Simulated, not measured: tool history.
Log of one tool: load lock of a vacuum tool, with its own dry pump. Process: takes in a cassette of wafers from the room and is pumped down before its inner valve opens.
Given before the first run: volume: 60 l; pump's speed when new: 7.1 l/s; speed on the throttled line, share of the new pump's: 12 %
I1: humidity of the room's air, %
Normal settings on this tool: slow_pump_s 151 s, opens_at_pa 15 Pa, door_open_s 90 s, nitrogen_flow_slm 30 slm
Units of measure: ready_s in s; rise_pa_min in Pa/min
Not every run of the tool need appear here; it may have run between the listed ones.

{"run": 1, "day": 0.0, "slow_pump_s": 151, "opens_at_pa": 15, "door_open_s": 90, "nitrogen_flow_slm": 30, "I1": 44.2, "ready_s": 211.4, "rise_pa_min": 0.059}
{"run": 2, "day": 8.338, "slow_pump_s": 151, "opens_at_pa": 15, "door_open_s": 90, "nitrogen_flow_slm": 30, "I1": 47.9, "ready_s": 211.0, "rise_pa_min": 0.064}
{"run": 3, "day": 14.375, "slow_pump_s": 151, "opens_at_pa": 15, "door_open_s": 90, "nitrogen_flow_slm": 10, "I1": 47.0, "ready_s": 211.4, "rise_pa_min": 0.086}
{"run": 4, "day": 20.708, "slow_pump_s": 151, "opens_at_pa": 15, "door_open_s": 90, "nitrogen_flow_slm": 30, "I1": 45.3, "ready_s": 212.0, "rise_pa_min": 0.061}
{"run": 5, "day": 29.271, "slow_pump_s": 151, "opens_at_pa": 12, "door_open_s": 90, "nitrogen_flow_slm": 30, "I1": 47.4, "ready_s": 213.1, "rise_pa_min": 0.063}
{"run": 6, "day": 36.258, "slow_pump_s": 151, "opens_at_pa": 12, "door_open_s": 90, "nitrogen_flow_slm": 30, "I1": 42.3, "ready_s": 213.7, "rise_pa_min": 0.058}
{"run": 7, "day": 42.279, "slow_pump_s": 151, "opens_at_pa": 12, "door_open_s": 90, "nitrogen_flow_slm": 30, "I1": 51.3, "ready_s": 213.3, "rise_pa_min": 0.063}
{"run": 8, "day": 50.246, "slow_pump_s": 151, "opens_at_pa": 12, "door_open_s": 90, "nitrogen_flow_slm": 30, "I1": 46.1, "ready_s": 213.7, "rise_pa_min": 0.06}
{"run": 9, "day": 55.662, "slow_pump_s": 151, "opens_at_pa": 15, "door_open_s": 90, "nitrogen_flow_slm": 30, "I1": 46.2, "ready_s": 211.8, "rise_pa_min": 0.061}
{"run": 10, "day": 61.746, "slow_pump_s": 151, "opens_at_pa": 15, "door_open_s": 90, "nitrogen_flow_slm": 30, "I1": 47.3, "ready_s": 212.0, "rise_pa_min": 0.062}
{"run": 11, "day": 71.408, "slow_pump_s": 151, "opens_at_pa": 15, "door_open_s": 90, "nitrogen_flow_slm": 9, "I1": 41.6, "ready_s": 212.0, "rise_pa_min": 0.079}
{"run": 12, "day": 77.783, "slow_pump_s": 151, "opens_at_pa": 11, "door_open_s": 90, "nitrogen_flow_slm": 9, "I1": 48.3, "ready_s": 213.9, "rise_pa_min": 0.091}
{"run": 13, "day": 86.05, "slow_pump_s": 151, "opens_at_pa": 11, "door_open_s": 90, "nitrogen_flow_slm": 9, "I1": 44.7, "ready_s": 215.2, "rise_pa_min": 0.089}
{"run": 14, "day": 90.546, "slow_pump_s": 151, "opens_at_pa": 11, "door_open_s": 90, "nitrogen_flow_slm": 9, "I1": 47.2, "ready_s": 215.1, "rise_pa_min": 0.089}
{"run": 15, "day": 95.925, "slow_pump_s": 151, "opens_at_pa": 11, "door_open_s": 90, "nitrogen_flow_slm": 9, "I1": 45.9, "ready_s": 215.0, "rise_pa_min": 0.089}
{"run": 16, "day": 105.479, "slow_pump_s": 228, "opens_at_pa": 11, "door_open_s": 44, "nitrogen_flow_slm": 12, "I1": 44.0, "ready_s": 282.5, "rise_pa_min": 0.056}
{"run": 17, "day": 110.421, "slow_pump_s": 100, "opens_at_pa": 15, "door_open_s": 90, "nitrogen_flow_slm": 30, "I1": 46.2, "ready_s": 167.7, "rise_pa_min": 0.062}
{"run": 18, "day": 115.129, "slow_pump_s": 110, "opens_at_pa": 15, "door_open_s": 90, "nitrogen_flow_slm": 28, "I1": 44.5, "ready_s": 176.5, "rise_pa_min": 0.067}
{"run": 19, "day": 121.417, "slow_pump_s": 119, "opens_at_pa": 11, "door_open_s": 90, "nitrogen_flow_slm": 19, "I1": 46.5, "ready_s": 187.1, "rise_pa_min": 0.082}
{"run": 20, "day": 129.767, "slow_pump_s": 173, "opens_at_pa": 11, "door_open_s": 90, "nitrogen_flow_slm": 19, "I1": 46.3, "ready_s": 234.5, "rise_pa_min": 0.077}
{"run": 21, "day": 135.85, "slow_pump_s": 198, "opens_at_pa": 12, "door_open_s": 174, "nitrogen_flow_slm": 8, "I1": 45.8, "ready_s": 255.8, "rise_pa_min": 0.141}
{"run": 22, "day": 145.608, "slow_pump_s": 151, "opens_at_pa": 15, "door_open_s": 29, "nitrogen_flow_slm": 8, "I1": 42.6, "ready_s": 212.6, "rise_pa_min": 0.046}
{"run": 23, "day": 151.575, "slow_pump_s": 87, "opens_at_pa": 15, "door_open_s": 150, "nitrogen_flow_slm": 11, "I1": 46.7, "ready_s": 157.3, "rise_pa_min": 0.125}
{"run": 24, "day": 161.333, "slow_pump_s": 128, "opens_at_pa": 29, "door_open_s": 29, "nitrogen_flow_slm": 26, "I1": 46.0, "ready_s": 187.0, "rise_pa_min": 0.037}
{"run": 25, "day": 171.362, "slow_pump_s": 122, "opens_at_pa": 14, "door_open_s": 175, "nitrogen_flow_slm": 38, "I1": 47.6, "ready_s": 188.8, "rise_pa_min": 0.103}
{"run": 26, "day": 176.729, "slow_pump_s": 231, "opens_at_pa": 25, "door_open_s": 90, "nitrogen_flow_slm": 30, "I1": 46.3, "ready_s": 277.4, "rise_pa_min": 0.073}

Forecast each of these 5 alternatives for the next run:
{"run": "A", "day": 181.692, "slow_pump_s": 231, "opens_at_pa": 25, "door_open_s": 34, "nitrogen_flow_slm": 32, "I1": 41.7, "ready_s": "?", "rise_pa_min": "?"}
{"run": "B", "day": 181.692, "slow_pump_s": 231, "opens_at_pa": 25, "door_open_s": 90, "nitrogen_flow_slm": 4, "I1": 47.5, "ready_s": "?", "rise_pa_min": "?"}
{"run": "C", "day": 181.692, "slow_pump_s": 151, "opens_at_pa": 15, "door_open_s": 213, "nitrogen_flow_slm": 30, "I1": 41.9, "ready_s": "?", "rise_pa_min": "?"}
{"run": "D", "day": 181.692, "slow_pump_s": 256, "opens_at_pa": 25, "door_open_s": 90, "nitrogen_flow_slm": 8, "I1": 47.9, "ready_s": "?", "rise_pa_min": "?"}
{"run": "E", "day": 181.692, "slow_pump_s": 151, "opens_at_pa": 15, "door_open_s": 55, "nitrogen_flow_slm": 6, "I1": 45.8, "ready_s": "?", "rise_pa_min": "?"}

run=A ready_s=278.4 rise_pa_min=0.042
run=B ready_s=278.9 rise_pa_min=0.107
run=C ready_s=212.9 rise_pa_min=0.116
run=D ready_s=300.5 rise_pa_min=0.105
run=E ready_s=213.5 rise_pa_min=0.079
Had the tool no hidden state, the same runs would have come out as:
run=A ready_s=274.6 rise_pa_min=0.022
run=B ready_s=275.1 rise_pa_min=0.087
run=C ready_s=208.1 rise_pa_min=0.096
run=D ready_s=297.1 rise_pa_min=0.086
run=E ready_s=208.5 rise_pa_min=0.059
